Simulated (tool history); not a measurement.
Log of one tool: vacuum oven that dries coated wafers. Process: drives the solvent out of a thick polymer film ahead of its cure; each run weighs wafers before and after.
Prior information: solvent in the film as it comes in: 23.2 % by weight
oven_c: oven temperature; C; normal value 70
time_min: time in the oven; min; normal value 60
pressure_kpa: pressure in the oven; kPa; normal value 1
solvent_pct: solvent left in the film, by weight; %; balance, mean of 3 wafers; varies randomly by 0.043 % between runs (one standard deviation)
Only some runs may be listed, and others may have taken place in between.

| run | hour | oven_c | time_min | pressure_kpa | solvent_pct |
|---|---|---|---|---|---|
| 1 | 0 | 70 | 60 | 1 | 3.86 |
| 2 | 109.9 | 70 | 60 | 1 | 3.82 |
| 3 | 175.4 | 70 | 60 | 1 | 3.83 |
| 4 | 288.8 | 70 | 60 | 1 | 3.87 |
| 5 | 334.7 | 70 | 60 | 1.58 | 3.92 |
| 6 | 395.3 | 70 | 60 | 1.58 | 3.97 |
| 7 | 506.6 | 70 | 60 | 1.58 | 3.93 |
| 8 | 598.6 | 70 | 60 | 1.58 | 3.86 |
| 9 | 686.6 | 70 | 60 | 1.58 | 3.9 |
| 10 | 773.3 | 70 | 60 | 1 | 3.69 |
| 11 | 882.7 | 72 | 60 | 1 | 2.7 |
| 12 | 982.3 | 72 | 75 | 1 | 1.86 |
| 13 | 1057.5 | 70 | 60 | 1 | 4.59 |
| 14 | 1112.2 | 70 | 60 | 1 | 4.5 |
| 15 | 1200.2 | 66 | 60 | 1 | 6.65 |
| 16 | 1262.1 | 66 | 60 | 1 | 6.45 |
| 17 | 1324.9 | 81 | 78 | 1 | 0.46 |
| 18 | 1374.9 | 81 | 78 | 1 | 0.51 |
| 19 | 1466.8 | 77 | 88 | 2.13 | 1.03 |
| 20 | 1578.4 | 77 | 88 | 2.13 | 1.07 |
| 21 | 1647.8 | 77 | 88 | 0.9 | 0.67 |
| 22 | 1701 | 77 | 88 | 0.9 | 0.66 |
| 23 | 1793.3 | 61 | 32 | 3.28 | 13.22 |
| 24 | 1903.5 | 61 | 32 | 3.28 | 13.17 |
| 25 | 1968.7 | 63 | 63 | 2.37 | 8.01 |
| 26 | 2033.3 | 68 | 46 | 1.15 | 6.95 |
| 27 | 2121.9 | 83 | 30 | 1.37 | 2.72 |
| 28 | 2181.8 | 84 | 37 | 2.44 | 1.79 |
| 29 | 2242 | 70 | 37 | 2.44 | 7.53 |
| 30 | 2299.6 | 71 | 60 | 1 | 3.59 |
| 31 | 2377.4 | 71 | 60 | 1 | 3.6 |

The log once held 3 entries between its listed runs, left out of this copy. Where does each go, and what is different about the tool's unlogged condition between the listed run before it and the listed run after it?
From run 11 to run 12: vacuum gauge cleaned of residue and calibrated (hour 891.2)
  true wafer temperature over the reading, C: 2.14 -> 2.22; true pressure over the reading, kPa: 0.189 -> 0.233
  measured result minus the result with no hidden state, solvent_pct: -0.8 -> -0.62 %
From run 12 to run 13: oven's thermocouples calibrated (hour 1025.7)
  true wafer temperature over the reading, C: 2.22 -> -0.06; true pressure over the reading, kPa: 0.233 -> 0.238
  measured result minus the result with no hidden state, solvent_pct: -0.62 -> +0.11 %
From run 13 to run 14: vacuum gauge cleaned of residue and calibrated, once more (hour 1102.3)
  true wafer temperature over the reading, C: -0.06 -> -0.01; true pressure over the reading, kPa: 0.238 -> -0.012
  measured result minus the result with no hidden state, solvent_pct: +0.11 -> +0 %
